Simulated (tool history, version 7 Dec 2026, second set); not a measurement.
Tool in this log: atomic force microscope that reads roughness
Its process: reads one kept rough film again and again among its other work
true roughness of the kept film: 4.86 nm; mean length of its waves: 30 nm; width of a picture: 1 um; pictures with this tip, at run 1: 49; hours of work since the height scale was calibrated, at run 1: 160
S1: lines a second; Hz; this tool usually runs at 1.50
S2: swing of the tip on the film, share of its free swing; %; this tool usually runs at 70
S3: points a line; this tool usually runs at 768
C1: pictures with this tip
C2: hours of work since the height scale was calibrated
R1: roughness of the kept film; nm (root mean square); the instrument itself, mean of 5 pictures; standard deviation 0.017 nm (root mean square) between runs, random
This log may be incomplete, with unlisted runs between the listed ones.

run 1 hour=0.0 | S1=1.50 S2=70 S3=768 | C1=49 C2=160 | R1=3.799
run 2 hour=12.2 | S1=1.50 S2=70 S3=768 | C1=70 C2=168 | R1=3.746
run 3 hour=23.8 | S1=1.50 S2=70 S3=768 | C1=89 C2=175 | R1=3.686
run 4 hour=36.5 | S1=1.50 S2=70 S3=768 | C1=111 C2=183 | R1=3.600
run 5 hour=46.4 | S1=1.50 S2=70 S3=768 | C1=127 C2=189 | R1=3.534
run 6 hour=52.3 | S1=1.50 S2=70 S3=768 | C1=137 C2=193 | R1=3.495
run 7 hour=61.3 | S1=1.50 S2=70 S3=536 | C1=152 C2=199 | R1=3.462
-- hour=74.8 new tip fitted
run 8 hour=74.8 | S1=1.50 S2=70 S3=536 | C1=0 C2=207 | R1=4.071
run 9 hour=85.3 | S1=1.50 S2=70 S3=950 | C1=18 C2=214 | R1=3.988
run 10 hour=92.3 | S1=1.50 S2=70 S3=950 | C1=30 C2=218 | R1=3.924
run 11 hour=105.8 | S1=1.50 S2=70 S3=768 | C1=52 C2=226 | R1=3.859
run 12 hour=114.3 | S1=3.65 S2=70 S3=739 | C1=67 C2=232 | R1=3.451
run 13 hour=127.6 | S1=3.65 S2=70 S3=739 | C1=89 C2=240 | R1=3.370
run 14 hour=136.9 | S1=1.87 S2=68 S3=495 | C1=105 C2=246 | R1=3.629
run 15 hour=148.9 | S1=0.85 S2=77 S3=467 | C1=125 C2=253 | R1=3.639
run 16 hour=162.3 | S1=3.27 S2=77 S3=470 | C1=147 C2=262 | R1=3.001
run 17 hour=169.5 | S1=3.27 S2=77 S3=470 | C1=160 C2=266 | R1=2.989
run 18 hour=176.3 | S1=1.50 S2=88 S3=337 | C1=171 C2=271 | R1=3.073
-- hour=178.7 new tip fitted
run 19 hour=190.5 | S1=0.51 S2=86 S3=337 | C1=20 C2=279 | R1=4.059
run 20 hour=197.1 | S1=1.50 S2=59 S3=768 | C1=31 C2=283 | R1=4.073
run 21 hour=207.7 | S1=2.84 S2=86 S3=768 | C1=49 C2=290 | R1=3.141
run 22 hour=219.3 | S1=1.99 S2=70 S3=291 | C1=68 C2=297 | R1=3.671

Describe how what the log doesn't record of the tool's condition differs between the last listed run preceding each entry between runs and the first listed run following it.
Between runs 7 and 8: new tip fitted (hour 74.8)
  radius of the tip, nm: 14.2 -> 5.2; height scale over the true one, %: -0.06 -> -0.05
  difference, measured minus the result without the unlogged condition, R1: -0.613 -> -0.017 nm (root mean square)
Between runs 18 and 19: new tip fitted (hour 178.7)
  radius of the tip, nm: 14.8 -> 6.1; height scale over the true one, %: -0.01 -> 0
  difference, measured minus the result without the unlogged condition, R1: -0.584 -> -0.083 nm (root mean square)
